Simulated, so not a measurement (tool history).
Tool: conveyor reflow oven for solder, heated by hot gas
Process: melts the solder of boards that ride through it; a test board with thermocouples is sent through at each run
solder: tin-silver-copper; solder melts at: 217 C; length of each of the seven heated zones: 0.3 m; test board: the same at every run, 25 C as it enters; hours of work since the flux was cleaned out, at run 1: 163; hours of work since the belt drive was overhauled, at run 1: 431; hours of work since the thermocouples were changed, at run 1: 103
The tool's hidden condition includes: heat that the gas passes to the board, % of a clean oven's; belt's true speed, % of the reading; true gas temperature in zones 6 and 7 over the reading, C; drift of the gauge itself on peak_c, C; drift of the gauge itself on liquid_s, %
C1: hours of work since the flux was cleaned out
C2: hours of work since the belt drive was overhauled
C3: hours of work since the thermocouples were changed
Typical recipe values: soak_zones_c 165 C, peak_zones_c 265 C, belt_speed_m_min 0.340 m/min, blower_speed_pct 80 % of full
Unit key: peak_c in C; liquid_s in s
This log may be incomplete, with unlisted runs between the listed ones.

run 1 hour=0.0 | soak_zones_c=165 peak_zones_c=265 belt_speed_m_min=0.340 blower_speed_pct=80 | C1=163 C2=431 C3=103 | peak_c=254.0 liquid_s=80.6
run 2 hour=19.5 | soak_zones_c=165 peak_zones_c=265 belt_speed_m_min=0.340 blower_speed_pct=80 | C1=172 C2=440 C3=112 | peak_c=254.3 liquid_s=81.5
run 3 hour=58.8 | soak_zones_c=165 peak_zones_c=265 belt_speed_m_min=0.273 blower_speed_pct=80 | C1=191 C2=459 C3=131 | peak_c=258.7 liquid_s=109.3
run 4 hour=85.8 | soak_zones_c=165 peak_zones_c=265 belt_speed_m_min=0.273 blower_speed_pct=80 | C1=203 C2=471 C3=143 | peak_c=258.2 liquid_s=106.8
run 5 hour=117.8 | soak_zones_c=165 peak_zones_c=265 belt_speed_m_min=0.366 blower_speed_pct=80 | C1=218 C2=486 C3=158 | peak_c=252.3 liquid_s=71.0
-- hour=131.3 flux residue cleaned out of gas plates and filters
run 6 hour=164.9 | soak_zones_c=165 peak_zones_c=265 belt_speed_m_min=0.366 blower_speed_pct=80 | C1=16 C2=506 C3=178 | peak_c=249.7 liquid_s=69.8
run 7 hour=194.5 | soak_zones_c=165 peak_zones_c=265 belt_speed_m_min=0.320 blower_speed_pct=80 | C1=30 C2=520 C3=192 | peak_c=254.7 liquid_s=85.5
run 8 hour=231.1 | soak_zones_c=165 peak_zones_c=265 belt_speed_m_min=0.340 blower_speed_pct=80 | C1=47 C2=537 C3=209 | peak_c=252.0 liquid_s=77.7
run 9 hour=252.5 | soak_zones_c=165 peak_zones_c=265 belt_speed_m_min=0.340 blower_speed_pct=80 | C1=57 C2=547 C3=219 | peak_c=252.3 liquid_s=77.3
run 10 hour=287.8 | soak_zones_c=159 peak_zones_c=265 belt_speed_m_min=0.340 blower_speed_pct=80 | C1=73 C2=563 C3=235 | peak_c=250.8 liquid_s=74.0
run 11 hour=327.7 | soak_zones_c=165 peak_zones_c=265 belt_speed_m_min=0.370 blower_speed_pct=84 | C1=92 C2=582 C3=254 | peak_c=250.0 liquid_s=68.4
run 12 hour=350.9 | soak_zones_c=165 peak_zones_c=263 belt_speed_m_min=0.340 blower_speed_pct=80 | C1=103 C2=593 C3=265 | peak_c=249.2 liquid_s=75.8
-- hour=375.2 flux residue cleaned out of gas plates and filters, once more
run 13 hour=392.8 | soak_zones_c=167 peak_zones_c=265 belt_speed_m_min=0.388 blower_speed_pct=82 | C1=8 C2=610 C3=282 | peak_c=253.6 liquid_s=69.0
run 14 hour=415.6 | soak_zones_c=167 peak_zones_c=265 belt_speed_m_min=0.388 blower_speed_pct=82 | C1=19 C2=620 C3=293 | peak_c=252.3 liquid_s=68.5
run 15 hour=459.1 | soak_zones_c=168 peak_zones_c=269 belt_speed_m_min=0.313 blower_speed_pct=64 | C1=39 C2=641 C3=313 | peak_c=257.7 liquid_s=92.4
run 16 hour=497.3 | soak_zones_c=168 peak_zones_c=269 belt_speed_m_min=0.313 blower_speed_pct=64 | C1=57 C2=659 C3=331 | peak_c=258.0 liquid_s=92.6
run 17 hour=541.4 | soak_zones_c=168 peak_zones_c=269 belt_speed_m_min=0.396 blower_speed_pct=60 | C1=78 C2=679 C3=351 | peak_c=249.5 liquid_s=64.1
run 18 hour=560.1 | soak_zones_c=168 peak_zones_c=269 belt_speed_m_min=0.396 blower_speed_pct=60 | C1=86 C2=688 C3=360 | peak_c=250.1 liquid_s=63.3
run 19 hour=594.4 | soak_zones_c=165 peak_zones_c=265 belt_speed_m_min=0.304 blower_speed_pct=80 | C1=102 C2=704 C3=376 | peak_c=256.6 liquid_s=94.9

Run 20 has not been measured yet. What should we expect?
run 20 hour=621.2 | soak_zones_c=165 peak_zones_c=265 belt_speed_m_min=0.304 blower_speed_pct=80 | C1=115 C2=716 C3=389 | peak_c=? liquid_s=?

peak_c: 256.0 C
liquid_s: 93.3 s
Take away the tool's hidden state, keep the run-to-run variation as it was, and the same run would have given peak_c 257.9 C, liquid_s 94.1 s.
